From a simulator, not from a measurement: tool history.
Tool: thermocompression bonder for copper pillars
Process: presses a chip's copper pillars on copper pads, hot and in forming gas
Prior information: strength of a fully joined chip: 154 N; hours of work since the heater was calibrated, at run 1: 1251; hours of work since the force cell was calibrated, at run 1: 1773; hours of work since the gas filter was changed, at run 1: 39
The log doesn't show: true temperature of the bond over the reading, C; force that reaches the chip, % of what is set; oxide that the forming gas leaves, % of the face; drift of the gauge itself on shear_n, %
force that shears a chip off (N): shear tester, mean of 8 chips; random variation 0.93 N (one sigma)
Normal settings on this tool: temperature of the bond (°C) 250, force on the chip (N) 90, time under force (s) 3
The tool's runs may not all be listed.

run,hour,temperature of the bond (°C),force on the chip (N),time under force (s),hours of work since the heater was calibrated,hours of work since the force cell was calibrated,hours of work since the gas filter was changed,force that shears a chip off (N)
1,0.0,250,90,3,1251,1773,39,77.1
2,66.4,250,90,3,1296,1819,85,77.2
3,117.0,250,90,3,1330,1853,119,77.3
# hour 148.7: heater calibrated with a thermocouple chip
4,168.9,226,90,3,14,1887,153,60.6
5,217.7,226,90,3,47,1920,186,60.4
6,267.2,226,90,3,81,1954,220,59.6
7,298.9,250,90,3,102,1975,241,84.1
8,365.7,250,90,3,148,2021,287,82.3
9,417.2,250,90,6,183,2056,322,101.9
10,454.1,250,90,6,208,2081,347,100.5
11,491.3,250,116,6,233,2106,372,112.6
12,540.8,231,90,3,267,2140,406,61.8
# hour 584.6: force cell calibrated
13,590.9,232,68,3,300,4,439,49.2
# hour 631.2: forming gas filter changed
14,646.9,231,106,6,337,42,11,86.0
15,679.1,250,108,2,359,64,33,78.7
16,718.2,250,58,2,386,90,59,52.7
17,755.4,259,58,2,411,116,84,57.7

4 options for the next run, each taken on its own from the tool as it stands now. Forecast them:
A,828.6,280,82,5,461,166,134,?
B,828.6,243,126,7,461,166,134,?
C,828.6,259,58,2,461,166,134,?
D,828.6,255,90,6,461,166,134,?

run,force that shears a chip off (N)
A,119.3
B,111.4
C,59.1
D,103.9
Take away the tool's hidden state, keep each run's random variation, and the runs would have read:
run,force that shears a chip off (N)
A,121.5
B,113.6
C,60.4
D,106.0
